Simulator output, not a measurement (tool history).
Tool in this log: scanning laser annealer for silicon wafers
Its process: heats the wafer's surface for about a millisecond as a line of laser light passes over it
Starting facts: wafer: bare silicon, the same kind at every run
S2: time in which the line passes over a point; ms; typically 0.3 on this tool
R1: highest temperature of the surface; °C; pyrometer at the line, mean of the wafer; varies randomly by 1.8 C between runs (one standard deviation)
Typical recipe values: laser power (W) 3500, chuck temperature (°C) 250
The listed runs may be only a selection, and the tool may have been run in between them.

run 1 day=0 | laser_power_(W)=3500 S2=0.3 chuck_temperature_(°C)=250 | R1=982
run 2 day=1.488 | laser_power_(W)=3500 S2=0.3 chuck_temperature_(°C)=250 | R1=982
run 3 day=3.662 | laser_power_(W)=3500 S2=0.3 chuck_temperature_(°C)=250 | R1=978
run 4 day=4.917 | laser_power_(W)=3500 S2=0.3 chuck_temperature_(°C)=250 | R1=976
run 5 day=7.35 | laser_power_(W)=3500 S2=0.233 chuck_temperature_(°C)=250 | R1=891
run 6 day=9.688 | laser_power_(W)=3500 S2=0.233 chuck_temperature_(°C)=250 | R1=891
run 7 day=11.875 | laser_power_(W)=3500 S2=0.233 chuck_temperature_(°C)=250 | R1=887
-- day=13.458 window over the wafer cleaned
run 8 day=14.067 | laser_power_(W)=3500 S2=0.233 chuck_temperature_(°C)=250 | R1=878
run 9 day=15.321 | laser_power_(W)=3500 S2=0.3 chuck_temperature_(°C)=250 | R1=956
run 10 day=17.538 | laser_power_(W)=3500 S2=0.3 chuck_temperature_(°C)=250 | R1=956
run 11 day=19.75 | laser_power_(W)=3518 S2=0.214 chuck_temperature_(°C)=250 | R1=846
-- day=20.379 window over the wafer cleaned, once more
run 12 day=21.933 | laser_power_(W)=3518 S2=0.214 chuck_temperature_(°C)=250 | R1=879
run 13 day=23.783 | laser_power_(W)=3619 S2=0.229 chuck_temperature_(°C)=289 | R1=954
-- day=24.658 optics aligned, line set to its width
run 14 day=25.592 | laser_power_(W)=3500 S2=0.215 chuck_temperature_(°C)=269 | R1=906
run 15 day=27.8 | laser_power_(W)=3283 S2=0.229 chuck_temperature_(°C)=231 | R1=843
run 16 day=29.275 | laser_power_(W)=3500 S2=0.258 chuck_temperature_(°C)=250 | R1=940
run 17 day=31.171 | laser_power_(W)=3500 S2=0.3 chuck_temperature_(°C)=257 | R1=994
run 18 day=33.392 | laser_power_(W)=3482 S2=0.301 chuck_temperature_(°C)=285 | R1=1018
run 19 day=35.471 | laser_power_(W)=3482 S2=0.248 chuck_temperature_(°C)=285 | R1=951

Alternative continuations, all from the tool just after run 19; predict every row:
run A day=37.158 | laser_power_(W)=3188 S2=0.248 chuck_temperature_(°C)=285 | R1=?
run B day=37.158 | laser_power_(W)=3500 S2=0.346 chuck_temperature_(°C)=284 | R1=?
run C day=37.158 | laser_power_(W)=3063 S2=0.241 chuck_temperature_(°C)=268 | R1=?
run D day=37.158 | laser_power_(W)=3482 S2=0.338 chuck_temperature_(°C)=285 | R1=?
run E day=37.158 | laser_power_(W)=3013 S2=0.264 chuck_temperature_(°C)=250 | R1=?

run=A R1=889
run=B R1=1067
run=C R1=838
run=D R1=1055
run=E R1=841
Stripped of hidden state, with their random variation kept, the same runs would have yielded:
run=A R1=910
run=B R1=1094
run=C R1=858
run=D R1=1082
run=E R1=861
